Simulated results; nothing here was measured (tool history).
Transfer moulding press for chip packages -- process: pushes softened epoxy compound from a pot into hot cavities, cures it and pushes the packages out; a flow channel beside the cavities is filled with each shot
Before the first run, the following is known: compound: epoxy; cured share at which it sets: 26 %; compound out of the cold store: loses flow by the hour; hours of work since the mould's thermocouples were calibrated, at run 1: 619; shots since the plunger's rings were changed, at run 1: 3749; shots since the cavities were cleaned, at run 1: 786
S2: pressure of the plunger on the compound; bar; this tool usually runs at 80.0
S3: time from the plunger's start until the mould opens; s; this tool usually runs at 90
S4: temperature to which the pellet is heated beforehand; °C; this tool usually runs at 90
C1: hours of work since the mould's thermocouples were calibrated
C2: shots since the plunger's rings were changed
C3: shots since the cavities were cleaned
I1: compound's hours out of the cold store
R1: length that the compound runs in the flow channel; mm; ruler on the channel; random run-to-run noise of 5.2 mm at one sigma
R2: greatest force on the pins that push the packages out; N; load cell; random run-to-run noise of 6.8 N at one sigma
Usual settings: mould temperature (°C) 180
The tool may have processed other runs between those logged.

Run 1, hour 0.0: usual settings; C1 619; C2 3749; C3 786; I1 20.5. Result: R1 655 mm, R2 469 N.
At hour 17.4: plunger's sealing rings changed.
At hour 23.0: cavities cleaned with cleaning compound and waxed.
Run 2, hour 48.2: usual settings; C1 650; C2 374; C3 322; I1 31.5. Result: R1 650 mm, R2 356 N.
Run 3, hour 81.6: usual settings; C1 674; C2 801; C3 749; I1 40.9. Result: R1 615 mm, R2 426 N.
At hour 102.5: cavities cleaned with cleaning compound and waxed.
At hour 110.1: mould's thermocouples calibrated.
Run 4, hour 115.2: usual settings but S4 89 °C; C1 4; C2 1186; C3 137; I1 11.0. Result: R1 731 mm, R2 339 N.
Run 5, hour 156.7: usual settings but S4 89 °C; C1 33; C2 1715; C3 666; I1 24.4. Result: R1 675 mm, R2 465 N.
At hour 184.0: cavities cleaned with cleaning compound and waxed.
Run 6, hour 208.4: usual settings but S4 89 °C; C1 69; C2 2356; C3 311; I1 21.4. Result: R1 689 mm, R2 376 N.
Run 7, hour 252.1: usual settings but S2 99.0 bar; C1 101; C2 2915; C3 870; I1 30.1. Result: R1 707 mm, R2 477 N.
At hour 266.5: cavities cleaned with cleaning compound and waxed.
Run 8, hour 292.9: usual settings but S2 99.0 bar; C1 129; C2 3417; C3 337; I1 44.4. Result: R1 654 mm, R2 380 N.
Run 9, hour 317.8: usual settings but S2 99.0 bar; C1 147; C2 3735; C3 655; I1 44.2. Result: R1 642 mm, R2 425 N.
At hour 335.5: plunger's sealing rings changed.
Run 10, hour 343.7: usual settings but mould temperature (°C) 187, S4 86 °C; C1 163; C2 105; C3 954; I1 19.1. Result: R1 698 mm, R2 394 N.
At hour 351.3: cavities cleaned with cleaning compound and waxed.
Run 11, hour 371.6: usual settings but mould temperature (°C) 187, S2 61.0 bar, S4 91 °C; C1 182; C2 442; C3 260; I1 40.5. Result: R1 532 mm, R2 284 N.
Run 12, hour 409.9: usual settings but S2 99.0 bar, S3 91 s, S4 85 °C; C1 210; C2 931; C3 749; I1 39.4. Result: R1 698 mm, R2 463 N.
At hour 431.1: cavities cleaned with cleaning compound and waxed.
Run 13, hour 454.5: usual settings but mould temperature (°C) 175, S2 76.3 bar; C1 240; C2 1482; C3 299; I1 14.3. Result: R1 717 mm, R2 543 N.
Run 14, hour 492.2: usual settings but S3 120 s; C1 267; C2 1964; C3 781; I1 23.2. Result: R1 672 mm, R2 362 N.
At hour 512.7: cavities cleaned with cleaning compound and waxed.
Run 15, hour 541.4: usual settings but S3 104 s, S4 99 °C; C1 302; C2 2573; C3 367; I1 47.3. Result: R1 582 mm, R2 300 N.
Run 16, hour 564.8: usual settings but S3 104 s, S4 99 °C; C1 318; C2 2872; C3 666; I1 28.0. Result: R1 645 mm, R2 368 N.
At hour 592.5: cavities cleaned with cleaning compound and waxed.
Run 17, hour 596.7: usual settings but mould temperature (°C) 182, S3 89 s; C1 340; C2 3260; C3 54; I1 40.7. Result: R1 597 mm, R2 256 N.
Run 18, hour 624.9: usual settings but mould temperature (°C) 182, S3 89 s; C1 360; C2 3621; C3 415; I1 43.9. Result: R1 580 mm, R2 347 N.

Hidden condition of the tool, last listed run before each entry between runs versus first listed run after:
Run 1 -> run 2: plunger's sealing rings changed (hour 17.4); cavities cleaned with cleaning compound and waxed (hour 23.0)
  true mould temperature over the reading, C: 1.2 -> 1.26; pressure that reaches the compound, % of what is set: 85.32 -> 98.39; grip of the stained cavities, % over clean ones': 87.2 -> 48
  measured value less the no-hidden-state value, R1: -57 -> -8 mm; R2: +201 -> +98 N
Run 3 -> run 4: cavities cleaned with cleaning compound and waxed (hour 102.5); mould's thermocouples calibrated (hour 110.1)
  true mould temperature over the reading, C: 1.31 -> 0.4; pressure that reaches the compound, % of what is set: 97.12 -> 95.71; grip of the stained cavities, % over clean ones': 80.6 -> 24.6
  measured value less the no-hidden-state value, R1: -12 -> -17 mm; R2: +174 -> +59 N
Run 5 -> run 6: cavities cleaned with cleaning compound and waxed (hour 184.0)
  true mould temperature over the reading, C: 0.45 -> 0.52; pressure that reaches the compound, % of what is set: 93.94 -> 91.62; grip of the stained cavities, % over clean ones': 75.6 -> 45.8
  measured value less the no-hidden-state value, R1: -22 -> -31 mm; R2: +190 -> +113 N
Run 7 -> run 8: cavities cleaned with cleaning compound and waxed (hour 266.5)
  true mould temperature over the reading, C: 0.57 -> 0.63; pressure that reaches the compound, % of what is set: 89.71 -> 88.08; grip of the stained cavities, % over clean ones': 86.7 -> 51
  measured value less the no-hidden-state value, R1: -41 -> -44 mm; R2: +214 -> +117 N
Run 9 -> run 10: plunger's sealing rings changed (hour 335.5)
  true mould temperature over the reading, C: 0.66 -> 0.69; pressure that reaches the compound, % of what is set: 86.97 -> 99.42; grip of the stained cavities, % over clean ones': 75.4 -> 90.3
  measured value less the no-hidden-state value, R1: -48 -> -4 mm; R2: +176 -> +183 N
Run 10 -> run 11: cavities cleaned with cleaning compound and waxed (hour 351.3)
  true mould temperature over the reading, C: 0.69 -> 0.72; pressure that reaches the compound, % of what is set: 99.42 -> 98.22; grip of the stained cavities, % over clean ones': 90.3 -> 39.6
  measured value less the no-hidden-state value, R1: -4 -> -6 mm; R2: +183 -> +76 N
Run 12 -> run 13: cavities cleaned with cleaning compound and waxed (hour 431.1)
  true mould temperature over the reading, C: 0.77 -> 0.83; pressure that reaches the compound, % of what is set: 96.48 -> 94.33; grip of the stained cavities, % over clean ones': 81.2 -> 44.3
  measured value less the no-hidden-state value, R1: -15 -> -24 mm; R2: +198 -> +140 N
Run 14 -> run 15: cavities cleaned with cleaning compound and waxed (hour 512.7)
  true mould temperature over the reading, C: 0.88 -> 0.94; pressure that reaches the compound, % of what is set: 92.59 -> 90.48; grip of the stained cavities, % over clean ones': 82 -> 48.7
  measured value less the no-hidden-state value, R1: -28 -> -32 mm; R2: +161 -> +96 N
Run 16 -> run 17: cavities cleaned with cleaning compound and waxed (hour 592.5)
  true mould temperature over the reading, C: 0.97 -> 1.01; pressure that reaches the compound, % of what is set: 89.51 -> 88.07; grip of the stained cavities, % over clean ones': 73.3 -> 9.9
  measured value less the no-hidden-state value, R1: -39 -> -41 mm; R2: +150 -> +13 N

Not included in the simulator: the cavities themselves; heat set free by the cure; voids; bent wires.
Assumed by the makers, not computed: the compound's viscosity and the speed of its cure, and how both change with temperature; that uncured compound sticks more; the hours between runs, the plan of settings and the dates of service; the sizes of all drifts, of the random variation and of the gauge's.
